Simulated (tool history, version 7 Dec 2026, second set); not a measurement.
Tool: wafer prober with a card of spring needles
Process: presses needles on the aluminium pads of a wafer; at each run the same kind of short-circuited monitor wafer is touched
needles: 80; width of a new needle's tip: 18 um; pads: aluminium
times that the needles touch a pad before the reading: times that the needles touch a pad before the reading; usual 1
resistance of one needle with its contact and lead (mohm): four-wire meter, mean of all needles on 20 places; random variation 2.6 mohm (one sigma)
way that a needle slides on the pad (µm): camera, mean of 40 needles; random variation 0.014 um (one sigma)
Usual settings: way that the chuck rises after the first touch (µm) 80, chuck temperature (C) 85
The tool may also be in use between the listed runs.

run   hour  way that the chuck rises after the first touch (µm)  chuck temperature (C)  times that the needles touch a pad before the reading  resistance of one needle with its contact and lead (mohm)  way that a needle slides on the pad (µm)
  1    0.0                                                   80                     85                                                      1                                                        406                                     20.17
       5.4  -- tips cleaned on abrasive film
      26.7  -- height of the first contact set anew
      31.8  -- tips cleaned on abrasive film
      56.6  -- tips cleaned on abrasive film
  2   64.4                                                   80                     85                                                      1                                                        355                                     20.01
      80.3  -- tips cleaned on abrasive film
     105.1  -- tips cleaned on abrasive film
     128.6  -- tips cleaned on abrasive film
  3  130.8                                                   80                     85                                                      1                                                        328                                     19.97
     155.5  -- tips cleaned on abrasive film
  4  166.6                                                   80                     55                                                      1                                                        371                                     19.98
     182.6  -- tips cleaned on abrasive film
     210.6  -- tips cleaned on abrasive film
  5  224.9                                                   61                     85                                                      1                                                        437                                     15.06
     234.0  -- tips cleaned on abrasive film
     261.6  -- tips cleaned on abrasive film
  6  271.2                                                   61                     85                                                      1                                                        410                                     15.04
     286.3  -- tips cleaned on abrasive film
     313.2  -- tips cleaned on abrasive film
     338.7  -- tips cleaned on abrasive film
  7  338.7                                                   61                     85                                                      2                                                        319                                     15.01
     367.6  -- tips cleaned on abrasive film
  8  380.7                                                   61                     85                                                      2                                                        388                                     14.98
     391.8  -- tips cleaned on abrasive film
     419.0  -- tips cleaned on abrasive film
     425.1  -- height of the first contact set anew, once more
     446.1  -- tips cleaned on abrasive film
  9  462.8                                                   74                     85                                                      1                                                        410                                     18.84
     474.5  -- tips cleaned on abrasive film
     500.4  -- tips cleaned on abrasive film
 10  514.0                                                   80                    115                                                      1                                                        391                                     20.33
     525.7  -- tips cleaned on abrasive film
     550.7  -- tips cleaned on abrasive film
 11  564.3                                                   80                     85                                                      2                                                        342                                     20.31
     577.4  -- tips cleaned on abrasive film
     605.5  -- tips cleaned on abrasive film
     630.2  -- tips cleaned on abrasive film
 12  630.2                                                   81                     76                                                      2                                                        310                                     20.49
     654.8  -- tips cleaned on abrasive film
 13  676.3                                                   75                     38                                                      2                                                        367                                     18.94
     681.0  -- tips cleaned on abrasive film
     708.1  -- tips cleaned on abrasive film
 14  728.4                                                   79                     64                                                      3                                                        338                                     19.96
     732.0  -- tips cleaned on abrasive film
     758.7  -- tips cleaned on abrasive film
 15  779.3                                                   78                     27                                                      3                                                        320                                     19.65
     782.6  -- tips cleaned on abrasive film
     811.6  -- tips cleaned on abrasive film
     835.1  -- tips cleaned on abrasive film
 16  838.9                                                   78                     27                                                      3                                                        303                                     19.59

Forecast each of these 3 alternatives for the next run:
     847.6  -- height of the first contact set anew
     859.2  -- tips cleaned on abrasive film
     886.2  -- tips cleaned on abrasive film
  A  898.1                                                   68                     36                                                      1                                                          ?                                         ?
     847.6  -- height of the first contact set anew
     859.2  -- tips cleaned on abrasive film
     886.2  -- tips cleaned on abrasive film
  B  898.1                                                   75                     27                                                      3                                                          ?                                         ?
     847.6  -- height of the first contact set anew
     859.2  -- tips cleaned on abrasive film
     886.2  -- tips cleaned on abrasive film
  C  898.1                                                   78                     27                                                      3                                                          ?                                         ?

run  resistance of one needle with its contact and lead (mohm)  way that a needle slides on the pad (µm)
  A                                                        389                                     17.29
  B                                                        312                                     19.08
  C                                                        310                                     19.85
Without the tool's hidden state the same runs would have given:
run  resistance of one needle with its contact and lead (mohm)  way that a needle slides on the pad (µm)
  A                                                        290                                     17.33
  B                                                        280                                     19.11
  C                                                        280                                     19.88
